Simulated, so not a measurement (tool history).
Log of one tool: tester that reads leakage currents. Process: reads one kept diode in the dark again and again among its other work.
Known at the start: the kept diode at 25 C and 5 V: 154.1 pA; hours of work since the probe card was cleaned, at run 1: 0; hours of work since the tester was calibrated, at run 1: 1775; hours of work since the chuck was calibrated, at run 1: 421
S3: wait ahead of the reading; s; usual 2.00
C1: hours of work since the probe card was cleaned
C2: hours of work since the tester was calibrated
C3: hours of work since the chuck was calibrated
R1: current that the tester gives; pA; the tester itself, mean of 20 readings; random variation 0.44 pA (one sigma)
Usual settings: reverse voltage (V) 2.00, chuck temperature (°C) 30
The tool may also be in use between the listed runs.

run 1 hour=0.0 | reverse_voltage_(V)=2.00 chuck_temperature_(°C)=30 S3=2.00 | C1=0 C2=1775 C3=421 | R1=159.30
run 2 hour=159.4 | reverse_voltage_(V)=2.00 chuck_temperature_(°C)=30 S3=2.00 | C1=85 C2=1860 C3=507 | R1=161.86
run 3 hour=380.0 | reverse_voltage_(V)=2.00 chuck_temperature_(°C)=30 S3=2.00 | C1=203 C2=1979 C3=625 | R1=166.51
run 4 hour=544.0 | reverse_voltage_(V)=2.00 chuck_temperature_(°C)=30 S3=2.00 | C1=291 C2=2066 C3=713 | R1=169.73
run 5 hour=701.3 | reverse_voltage_(V)=2.00 chuck_temperature_(°C)=30 S3=2.00 | C1=375 C2=2151 C3=797 | R1=173.14
run 6 hour=873.2 | reverse_voltage_(V)=2.00 chuck_temperature_(°C)=30 S3=2.00 | C1=467 C2=2242 C3=889 | R1=176.69
run 7 hour=989.6 | reverse_voltage_(V)=2.00 chuck_temperature_(°C)=30 S3=2.00 | C1=530 C2=2305 C3=951 | R1=179.28
run 8 hour=1121.5 | reverse_voltage_(V)=2.00 chuck_temperature_(°C)=32 S3=2.00 | C1=600 C2=2375 C3=1022 | R1=219.49
-- hour=1211.1 chuck's temperature calibrated
run 9 hour=1321.4 | reverse_voltage_(V)=2.00 chuck_temperature_(°C)=32 S3=2.00 | C1=706 C2=2481 C3=59 | R1=182.41
-- hour=1340.6 tester calibrated
run 10 hour=1549.3 | reverse_voltage_(V)=2.00 chuck_temperature_(°C)=32 S3=2.00 | C1=827 C2=112 C3=180 | R1=187.85
run 11 hour=1770.6 | reverse_voltage_(V)=2.00 chuck_temperature_(°C)=30 S3=2.00 | C1=945 C2=230 C3=298 | R1=159.70
run 12 hour=1932.8 | reverse_voltage_(V)=2.00 chuck_temperature_(°C)=30 S3=2.00 | C1=1032 C2=317 C3=385 | R1=162.70
run 13 hour=2189.7 | reverse_voltage_(V)=12.48 chuck_temperature_(°C)=24 S3=0.67 | C1=1170 C2=454 C3=523 | R1=287.78
-- hour=2291.4 tester calibrated, once more
run 14 hour=2331.8 | reverse_voltage_(V)=1.29 chuck_temperature_(°C)=30 S3=2.00 | C1=1245 C2=22 C3=598 | R1=128.10
run 15 hour=2593.5 | reverse_voltage_(V)=1.29 chuck_temperature_(°C)=30 S3=2.00 | C1=1385 C2=162 C3=738 | R1=132.51
run 16 hour=2827.9 | reverse_voltage_(V)=1.76 chuck_temperature_(°C)=39 S3=2.00 | C1=1510 C2=287 C3=863 | R1=365.64
run 17 hour=3092.1 | reverse_voltage_(V)=1.76 chuck_temperature_(°C)=51 S3=2.00 | C1=1652 C2=428 C3=1005 | R1=1025.69
-- hour=3212.7 chuck's temperature calibrated
run 18 hour=3292.8 | reverse_voltage_(V)=1.76 chuck_temperature_(°C)=51 S3=2.00 | C1=1758 C2=535 C3=43 | R1=882.42
run 19 hour=3433.8 | reverse_voltage_(V)=1.76 chuck_temperature_(°C)=56 S3=0.40 | C1=1833 C2=610 C3=118 | R1=1340.04
run 20 hour=3682.8 | reverse_voltage_(V)=3.98 chuck_temperature_(°C)=25 S3=1.41 | C1=1967 C2=744 C3=252 | R1=152.25
run 21 hour=3945.1 | reverse_voltage_(V)=2.00 chuck_temperature_(°C)=30 S3=5.53 | C1=2107 C2=884 C3=392 | R1=165.73

Forecast each of these 5 alternatives for the next run:
run A hour=4062.7 | reverse_voltage_(V)=1.33 chuck_temperature_(°C)=30 S3=0.64 | C1=2170 C2=947 C3=455 | R1=?
run B hour=4062.7 | reverse_voltage_(V)=2.00 chuck_temperature_(°C)=54 S3=5.53 | C1=2170 C2=947 C3=455 | R1=?
run C hour=4062.7 | reverse_voltage_(V)=5.38 chuck_temperature_(°C)=59 S3=7.71 | C1=2170 C2=947 C3=455 | R1=?
run D hour=4062.7 | reverse_voltage_(V)=2.00 chuck_temperature_(°C)=30 S3=2.41 | C1=2170 C2=947 C3=455 | R1=?
run E hour=4062.7 | reverse_voltage_(V)=1.86 chuck_temperature_(°C)=30 S3=1.12 | C1=2170 C2=947 C3=455 | R1=?

run=A R1=131.23
run=B R1=1310.57
run=C R1=3433.38
run=D R1=167.22
run=E R1=160.63
Without the tool's hidden state the same runs would have given:
run=A R1=114.90
run=B R1=1182.94
run=C R1=3107.27
run=D R1=145.89
run=E R1=140.25
